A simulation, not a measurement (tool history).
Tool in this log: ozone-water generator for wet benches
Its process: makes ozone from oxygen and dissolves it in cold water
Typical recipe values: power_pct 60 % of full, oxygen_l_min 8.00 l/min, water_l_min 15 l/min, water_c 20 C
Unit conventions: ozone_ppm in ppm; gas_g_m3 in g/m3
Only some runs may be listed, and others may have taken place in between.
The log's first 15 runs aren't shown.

run,hour,power_pct,oxygen_l_min,water_l_min,water_c,ozone_ppm,gas_g_m3
16,957.2,49,8.00,15,20,12.7,125.6
17,1023.3,49,8.00,15,20,12.6,124.9
18,1071.8,49,8.00,15,20,12.6,126.0
19,1132.5,94,11.11,13,20,19.0,158.4
20,1222.0,43,10.03,15,20,11.6,106.1
# hour 1227.3: water thermometer calibrated
21,1293.7,43,10.03,19,14,11.4,105.7
22,1332.6,46,8.35,15,22,11.7,118.7
23,1425.3,60,11.65,22,13,12.7,119.7
24,1493.1,93,12.55,22,12,16.5,149.0
# hour 1529.8: water thermometer calibrated, once more
25,1546.5,93,12.55,22,12,16.8,147.7
26,1621.8,93,12.55,22,12,16.5,146.0
27,1694.2,60,11.82,15,18,14.3,118.4
28,1733.2,60,11.82,15,18,14.2,117.9
29,1792.4,51,11.82,15,24,11.2,109.0
30,1880.3,60,5.13,22,20,10.7,167.1
31,1940.5,79,7.13,22,21,12.6,170.7
32,2011.8,41,6.03,9,14,17.5,127.0
33,2074.1,41,6.03,9,14,17.5,125.2
34,2137.7,41,6.03,9,14,17.5,124.9

Each row is a separate what-if for the run after 34, all from the same tool condition, not one after another. Results?
A,2215.2,90,8.00,15,20,?,?
B,2215.2,60,4.71,17,14,?,?
C,2215.2,79,6.03,9,14,?,?

run,ozone_ppm,gas_g_m3
A,17.7,173.2
B,13.9,172.7
C,25.2,179.6
Take away the tool's hidden state, keep each run's random variation, and the runs would have read:
run,ozone_ppm,gas_g_m3
A,19.8,183.5
B,15.3,180.9
C,27.9,189.6
